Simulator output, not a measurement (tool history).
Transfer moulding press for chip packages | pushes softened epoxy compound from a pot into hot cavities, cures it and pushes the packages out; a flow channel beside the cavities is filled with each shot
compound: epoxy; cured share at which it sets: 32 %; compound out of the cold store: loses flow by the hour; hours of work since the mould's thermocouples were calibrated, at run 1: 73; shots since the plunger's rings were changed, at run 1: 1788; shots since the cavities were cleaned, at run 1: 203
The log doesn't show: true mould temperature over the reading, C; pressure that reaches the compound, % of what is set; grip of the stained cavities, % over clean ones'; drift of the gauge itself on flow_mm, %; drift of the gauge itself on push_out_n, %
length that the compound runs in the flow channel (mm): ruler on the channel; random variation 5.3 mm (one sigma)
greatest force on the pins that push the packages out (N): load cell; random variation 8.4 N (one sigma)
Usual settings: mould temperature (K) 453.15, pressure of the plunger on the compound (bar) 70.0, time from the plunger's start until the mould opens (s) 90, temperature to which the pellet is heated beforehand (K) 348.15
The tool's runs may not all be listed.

run	hour	mould temperature (K)	pressure of the plunger on the compound (bar)	time from the plunger's start until the mould opens (s)	temperature to which the pellet is heated beforehand (K)	hours of work since the mould's thermocouples were calibrated	shots since the plunger's rings were changed	shots since the cavities were cleaned	incoming compound's hours out of the cold store	length that the compound runs in the flow channel (mm)	greatest force on the pins that push the packages out (N)
1	0.0	453.15	70.0	90	348.15	73	1788	203	33.1	715	513
2	10.2	453.15	70.0	90	348.15	81	1957	372	15.0	730	555
3	19.9	453.15	70.0	90	348.15	89	2119	534	11.4	741	615
4	30.6	453.15	70.0	90	348.15	97	2297	712	31.1	704	629
5	36.0	453.15	70.0	90	348.15	102	2387	802	19.0	722	657
# hour 44.3: cavities cleaned with cleaning compound and waxed
6	46.4	453.15	70.0	90	355.15	109	2534	34	39.1	689	398
7	57.8	453.15	70.0	90	355.15	117	2724	224	19.3	721	473
8	63.0	453.15	70.0	90	355.15	122	2810	310	40.5	682	538
9	74.5	453.15	70.0	90	355.15	131	3001	501	30.9	698	610
10	81.9	453.15	70.0	90	344.15	136	3124	624	19.5	718	641
11	90.5	453.15	70.0	90	344.15	143	3267	767	14.1	735	660
12	95.6	453.15	70.0	90	344.15	147	3351	851	12.8	730	673
# hour 101.3: cavities cleaned with cleaning compound and waxed
13	109.0	453.15	70.0	90	348.15	156	3549	127	19.2	725	453
14	119.6	453.15	70.0	90	348.15	165	3726	304	31.9	688	536
15	128.0	453.15	70.0	90	348.15	171	3866	444	13.5	733	556
16	134.8	453.15	60.3	108	348.15	176	3978	556	16.4	673	565
17	146.0	452.15	60.3	127	348.15	185	4165	743	25.9	659	578
# hour 158.4: cavities cleaned with cleaning compound and waxed
18	159.3	453.15	59.1	85	348.15	194	4360	14	32.7	625	405
19	167.9	457.15	70.0	114	348.15	201	4504	158	42.4	662	425
20	178.8	457.15	70.0	114	344.15	210	4684	338	13.4	707	489
21	185.3	453.15	70.0	107	347.15	215	4792	446	25.8	696	532
22	196.5	456.15	70.0	90	348.15	224	4979	633	45.5	660	577
23	202.3	456.15	70.0	90	348.15	228	5075	729	45.4	649	577
24	210.7	455.15	70.0	90	348.15	235	5214	868	19.0	702	650
# hour 215.5: cavities cleaned with cleaning compound and waxed
25	218.2	453.15	70.0	94	348.15	239	5314	44	14.1	708	389
26	228.2	457.15	61.7	94	348.15	247	5481	211	36.8	618	472
27	236.3	457.15	61.7	94	348.15	254	5616	346	26.2	632	499
28	242.8	449.15	64.9	90	348.15	259	5722	452	47.7	632	665
29	250.8	456.15	77.0	79	355.15	265	5855	585	47.8	664	645
30	257.5	453.15	66.4	90	350.15	270	5968	698	20.9	665	639

Forecast each of these 3 alternatives for the next run:
A	268.3	453.15	66.4	90	350.15	279	6147	877	32.4	?	?
B	268.3	458.15	80.4	98	350.15	279	6147	877	22.1	?	?
C	268.3	453.15	77.7	124	352.15	279	6147	877	25.8	?	?

run	length that the compound runs in the flow channel (mm)	greatest force on the pins that push the packages out (N)
A	652	662
B	720	594
C	717	617
Without the tool's hidden state the same runs would have given:
run	length that the compound runs in the flow channel (mm)	greatest force on the pins that push the packages out (N)
A	705	370
B	779	336
C	775	352
